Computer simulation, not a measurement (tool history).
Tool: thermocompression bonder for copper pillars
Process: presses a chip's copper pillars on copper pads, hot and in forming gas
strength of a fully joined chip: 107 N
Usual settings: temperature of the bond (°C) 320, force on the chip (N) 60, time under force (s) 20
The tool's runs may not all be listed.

| run | hour | temperature of the bond (°C) | force on the chip (N) | time under force (s) | force that shears a chip off (N) |
|---|---|---|---|---|---|
| 1 | 0.0 | 320 | 60 | 20 | 78.2 |
| 2 | 17.3 | 320 | 60 | 20 | 77.9 |
| 3 | 25.7 | 320 | 60 | 20 | 78.1 |
| 4 | 38.6 | 320 | 60 | 20 | 78.1 |
| 5 | 56.3 | 320 | 60 | 20 | 78.2 |
| 6 | 69.0 | 320 | 85 | 20 | 92.0 |
| 7 | 82.2 | 320 | 70 | 20 | 85.4 |
| 8 | 93.2 | 320 | 70 | 20 | 85.3 |
| 9 | 103.5 | 331 | 60 | 20 | 84.0 |
| 10 | 115.7 | 331 | 60 | 20 | 83.7 |
| 11 | 123.9 | 315 | 60 | 20 | 74.3 |
|  | 129.3 | forming gas filter changed |
| 12 | 142.5 | 315 | 60 | 20 | 73.7 |
| 13 | 156.9 | 315 | 60 | 20 | 74.3 |
| 14 | 171.9 | 294 | 38 | 38 | 50.0 |
| 15 | 185.2 | 294 | 38 | 38 | 50.1 |
| 16 | 195.1 | 294 | 52 | 43 | 67.6 |
| 17 | 212.0 | 347 | 60 | 16 | 87.8 |
| 18 | 228.1 | 347 | 60 | 16 | 88.2 |
| 19 | 237.7 | 344 | 48 | 20 | 80.8 |
| 20 | 253.1 | 344 | 48 | 20 | 80.5 |
| 21 | 270.3 | 320 | 48 | 20 | 66.3 |
| 22 | 282.2 | 320 | 48 | 20 | 65.7 |
| 23 | 296.2 | 320 | 48 | 20 | 66.0 |
| 24 | 308.6 | 331 | 43 | 11 | 56.8 |
| 25 | 323.1 | 320 | 82 | 17 | 87.4 |
| 26 | 337.0 | 333 | 36 | 59 | 80.7 |

5 ways to go on from here, each from the tool as it stands after run 26. What would each give?
| A | 346.3 | 297 | 53 | 32 | ? |
| B | 346.3 | 315 | 73 | 59 | ? |
| C | 346.3 | 303 | 36 | 37 | ? |
| D | 346.3 | 308 | 42 | 59 | ? |
| E | 346.3 | 334 | 73 | 27 | ? |

| run | force that shears a chip off (N) |
|---|---|
| A | 64.4 |
| B | 97.7 |
| C | 52.2 |
| D | 72.1 |
| E | 95.6 |
Without the tool's hidden state the same runs would have given:
| run | force that shears a chip off (N) |
|---|---|
| A | 65.8 |
| B | 99.8 |
| C | 53.3 |
| D | 73.6 |
| E | 97.7 |

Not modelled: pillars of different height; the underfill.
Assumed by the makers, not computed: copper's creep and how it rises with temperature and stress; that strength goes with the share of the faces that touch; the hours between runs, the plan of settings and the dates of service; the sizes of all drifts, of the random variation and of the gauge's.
